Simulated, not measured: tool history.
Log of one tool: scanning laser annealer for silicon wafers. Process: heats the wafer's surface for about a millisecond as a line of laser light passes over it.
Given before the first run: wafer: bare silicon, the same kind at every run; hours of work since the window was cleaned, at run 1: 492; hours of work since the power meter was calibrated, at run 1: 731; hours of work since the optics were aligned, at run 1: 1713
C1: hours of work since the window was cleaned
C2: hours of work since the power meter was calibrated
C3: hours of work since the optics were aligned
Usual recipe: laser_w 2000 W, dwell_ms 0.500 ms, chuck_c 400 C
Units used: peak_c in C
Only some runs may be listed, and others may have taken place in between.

{"run": 1, "hour": 0.0, "laser_w": 2000, "dwell_ms": 0.5, "chuck_c": 400, "C1": 492, "C2": 731, "C3": 1713, "peak_c": 1193}
{"hour": 68.5, "done": "optics aligned, line set to its width"}
{"run": 2, "hour": 73.2, "laser_w": 2000, "dwell_ms": 0.5, "chuck_c": 400, "C1": 526, "C2": 765, "C3": 2, "peak_c": 1190}
{"run": 3, "hour": 139.9, "laser_w": 2000, "dwell_ms": 0.5, "chuck_c": 400, "C1": 559, "C2": 798, "C3": 36, "peak_c": 1192}
{"run": 4, "hour": 206.6, "laser_w": 2000, "dwell_ms": 0.443, "chuck_c": 400, "C1": 593, "C2": 832, "C3": 69, "peak_c": 1150}
{"run": 5, "hour": 254.7, "laser_w": 2000, "dwell_ms": 0.443, "chuck_c": 400, "C1": 617, "C2": 856, "C3": 93, "peak_c": 1151}
{"run": 6, "hour": 288.1, "laser_w": 2000, "dwell_ms": 0.362, "chuck_c": 400, "C1": 634, "C2": 873, "C3": 110, "peak_c": 1093}
{"run": 7, "hour": 362.3, "laser_w": 2000, "dwell_ms": 0.5, "chuck_c": 400, "C1": 671, "C2": 910, "C3": 147, "peak_c": 1191}
{"run": 8, "hour": 410.9, "laser_w": 2000, "dwell_ms": 0.454, "chuck_c": 400, "C1": 695, "C2": 934, "C3": 172, "peak_c": 1161}
{"run": 9, "hour": 466.2, "laser_w": 2000, "dwell_ms": 0.5, "chuck_c": 400, "C1": 723, "C2": 962, "C3": 200, "peak_c": 1193}
{"run": 10, "hour": 517.0, "laser_w": 2000, "dwell_ms": 0.5, "chuck_c": 400, "C1": 748, "C2": 987, "C3": 225, "peak_c": 1194}
{"run": 11, "hour": 578.5, "laser_w": 2000, "dwell_ms": 0.579, "chuck_c": 400, "C1": 779, "C2": 1018, "C3": 256, "peak_c": 1245}
{"run": 12, "hour": 647.0, "laser_w": 2000, "dwell_ms": 0.579, "chuck_c": 400, "C1": 814, "C2": 1053, "C3": 290, "peak_c": 1246}
{"run": 13, "hour": 720.8, "laser_w": 2000, "dwell_ms": 0.45, "chuck_c": 400, "C1": 851, "C2": 1090, "C3": 327, "peak_c": 1160}
{"run": 14, "hour": 776.3, "laser_w": 2000, "dwell_ms": 0.5, "chuck_c": 400, "C1": 879, "C2": 1118, "C3": 355, "peak_c": 1192}
{"run": 15, "hour": 809.8, "laser_w": 2000, "dwell_ms": 0.426, "chuck_c": 400, "C1": 895, "C2": 1134, "C3": 372, "peak_c": 1139}
{"run": 16, "hour": 841.7, "laser_w": 2000, "dwell_ms": 0.426, "chuck_c": 400, "C1": 911, "C2": 1150, "C3": 388, "peak_c": 1140}
{"hour": 861.5, "done": "window over the wafer cleaned"}
{"run": 17, "hour": 902.4, "laser_w": 2000, "dwell_ms": 0.512, "chuck_c": 400, "C1": 21, "C2": 1180, "C3": 417, "peak_c": 1200}
{"run": 18, "hour": 937.3, "laser_w": 2000, "dwell_ms": 0.512, "chuck_c": 400, "C1": 38, "C2": 1197, "C3": 435, "peak_c": 1205}
{"run": 19, "hour": 1009.5, "laser_w": 2000, "dwell_ms": 0.512, "chuck_c": 400, "C1": 74, "C2": 1234, "C3": 471, "peak_c": 1202}
{"run": 20, "hour": 1055.6, "laser_w": 2000, "dwell_ms": 0.5, "chuck_c": 400, "C1": 97, "C2": 1257, "C3": 494, "peak_c": 1196}
{"run": 21, "hour": 1119.9, "laser_w": 2000, "dwell_ms": 0.5, "chuck_c": 400, "C1": 130, "C2": 1289, "C3": 527, "peak_c": 1192}
{"run": 22, "hour": 1171.9, "laser_w": 2000, "dwell_ms": 0.478, "chuck_c": 400, "C1": 156, "C2": 1315, "C3": 553, "peak_c": 1181}
{"run": 23, "hour": 1207.7, "laser_w": 2117, "dwell_ms": 0.393, "chuck_c": 390, "C1": 174, "C2": 1333, "C3": 571, "peak_c": 1162}
{"run": 24, "hour": 1265.5, "laser_w": 2155, "dwell_ms": 0.397, "chuck_c": 381, "C1": 203, "C2": 1362, "C3": 600, "peak_c": 1170}
{"run": 25, "hour": 1309.1, "laser_w": 2155, "dwell_ms": 0.397, "chuck_c": 381, "C1": 225, "C2": 1384, "C3": 621, "peak_c": 1174}
{"run": 26, "hour": 1380.1, "laser_w": 2155, "dwell_ms": 0.397, "chuck_c": 381, "C1": 260, "C2": 1419, "C3": 657, "peak_c": 1172}
{"run": 27, "hour": 1435.3, "laser_w": 2158, "dwell_ms": 0.616, "chuck_c": 408, "C1": 288, "C2": 1447, "C3": 685, "peak_c": 1360}
{"run": 28, "hour": 1474.8, "laser_w": 2100, "dwell_ms": 0.555, "chuck_c": 400, "C1": 308, "C2": 1467, "C3": 705, "peak_c": 1279}
{"run": 29, "hour": 1521.9, "laser_w": 2100, "dwell_ms": 0.373, "chuck_c": 369, "C1": 331, "C2": 1491, "C3": 728, "peak_c": 1115}
{"run": 30, "hour": 1577.4, "laser_w": 2000, "dwell_ms": 0.5, "chuck_c": 438, "C1": 359, "C2": 1518, "C3": 756, "peak_c": 1230}
{"run": 31, "hour": 1634.7, "laser_w": 2000, "dwell_ms": 0.5, "chuck_c": 438, "C1": 388, "C2": 1547, "C3": 785, "peak_c": 1230}
{"run": 32, "hour": 1677.0, "laser_w": 1906, "dwell_ms": 0.5, "chuck_c": 436, "C1": 409, "C2": 1568, "C3": 806, "peak_c": 1183}
{"run": 33, "hour": 1726.2, "laser_w": 1906, "dwell_ms": 0.5, "chuck_c": 436, "C1": 434, "C2": 1593, "C3": 831, "peak_c": 1181}
{"run": 34, "hour": 1783.4, "laser_w": 1724, "dwell_ms": 0.416, "chuck_c": 436, "C1": 463, "C2": 1622, "C3": 859, "peak_c": 1043}
{"run": 35, "hour": 1842.6, "laser_w": 1724, "dwell_ms": 0.416, "chuck_c": 436, "C1": 492, "C2": 1651, "C3": 889, "peak_c": 1047}
{"run": 36, "hour": 1883.0, "laser_w": 2000, "dwell_ms": 0.5, "chuck_c": 367, "C1": 512, "C2": 1672, "C3": 909, "peak_c": 1160}
{"run": 37, "hour": 1934.4, "laser_w": 2000, "dwell_ms": 0.5, "chuck_c": 367, "C1": 538, "C2": 1698, "C3": 935, "peak_c": 1160}
{"run": 38, "hour": 1966.7, "laser_w": 2000, "dwell_ms": 0.421, "chuck_c": 400, "C1": 554, "C2": 1714, "C3": 951, "peak_c": 1135}
{"run": 39, "hour": 2033.8, "laser_w": 2000, "dwell_ms": 0.421, "chuck_c": 400, "C1": 588, "C2": 1747, "C3": 985, "peak_c": 1139}
{"run": 40, "hour": 2063.8, "laser_w": 2000, "dwell_ms": 0.421, "chuck_c": 400, "C1": 603, "C2": 1762, "C3": 1000, "peak_c": 1138}
{"run": 41, "hour": 2106.3, "laser_w": 1755, "dwell_ms": 0.443, "chuck_c": 394, "C1": 625, "C2": 1784, "C3": 1021, "peak_c": 1034}
{"run": 42, "hour": 2153.9, "laser_w": 1821, "dwell_ms": 0.561, "chuck_c": 440, "C1": 648, "C2": 1808, "C3": 1045, "peak_c": 1180}

Below are 3 alternative next runs, each starting from the tool's condition after run 42. Predict each:
{"run": "A", "hour": 2212.0, "laser_w": 1821, "dwell_ms": 0.561, "chuck_c": 372, "C1": 678, "C2": 1837, "C3": 1074, "peak_c": "?"}
{"run": "B", "hour": 2212.0, "laser_w": 1821, "dwell_ms": 0.529, "chuck_c": 440, "C1": 678, "C2": 1837, "C3": 1074, "peak_c": "?"}
{"run": "C", "hour": 2212.0, "laser_w": 1733, "dwell_ms": 0.457, "chuck_c": 423, "C1": 678, "C2": 1837, "C3": 1074, "peak_c": "?"}

run=A peak_c=1109
run=B peak_c=1163
run=C peak_c=1059
Without the tool's unlogged condition, the same runs would have read:
run=A peak_c=1109
run=B peak_c=1163
run=C peak_c=1059

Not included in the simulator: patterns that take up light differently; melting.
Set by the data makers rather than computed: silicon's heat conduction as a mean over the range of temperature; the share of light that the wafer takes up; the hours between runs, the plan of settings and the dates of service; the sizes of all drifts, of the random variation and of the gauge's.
